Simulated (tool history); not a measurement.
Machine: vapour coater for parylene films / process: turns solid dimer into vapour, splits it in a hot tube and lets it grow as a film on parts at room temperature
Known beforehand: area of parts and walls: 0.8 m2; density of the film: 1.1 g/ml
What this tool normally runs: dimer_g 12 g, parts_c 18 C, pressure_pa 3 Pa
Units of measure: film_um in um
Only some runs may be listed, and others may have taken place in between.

Run 1, hour 0: usual settings. Result: film_um 8.76 um.
Run 2, hour 26.2: usual settings. Result: film_um 8.64 um.
Run 3, hour 53.7: usual settings but dimer_g 13 g. Result: film_um 9.14 um.
Run 4, hour 89.8: usual settings but parts_c 23 C. Result: film_um 6.93 um.
At hour 97.2: trap's valve overhauled.
Run 5, hour 133.2: usual settings but parts_c 23 C. Result: film_um 6.46 um.
Run 6, hour 177.1: usual settings but parts_c 23 C. Result: film_um 6.36 um.
Run 7, hour 223.8: usual settings but dimer_g 5 g, parts_c 15 C, pressure_pa 9.76 Pa. Result: film_um 3.07 um.
Run 8, hour 250.3: usual settings but dimer_g 11 g, parts_c 12 C, pressure_pa 11.37 Pa. Result: film_um 7.37 um.
Run 9, hour 285.2: usual settings but dimer_g 19 g, parts_c 27 C, pressure_pa 9.83 Pa. Result: film_um 7.21 um.
At hour 299.6: trap's valve overhauled, once more.
Run 10, hour 323.9: usual settings but dimer_g 19 g, parts_c 27 C, pressure_pa 9.83 Pa. Result: film_um 9.04 um.
Run 11, hour 367.5: usual settings but dimer_g 19 g, parts_c 27 C, pressure_pa 9.83 Pa. Result: film_um 8.94 um.

Each row is a separate what-if for the run after 11, all from the same tool condition, not one after another. Results?
Run A, hour 410.6: usual settings but dimer_g 11 g, pressure_pa 10.46 Pa. Result: film_um ?.
Run B, hour 410.6: usual settings but dimer_g 19 g, parts_c 27 C, pressure_pa 4.03 Pa. Result: film_um ?.
Run C, hour 410.6: usual settings but dimer_g 19 g, parts_c 27 C, pressure_pa 7.29 Pa. Result: film_um ?.

run  film_um
  A     7.15
  B     9.84
  C     9.06
With the hidden condition removed and each run's random variation left untouched, the same runs would have given:
run  film_um
  A     7.54
  B    10.39
  C     9.56
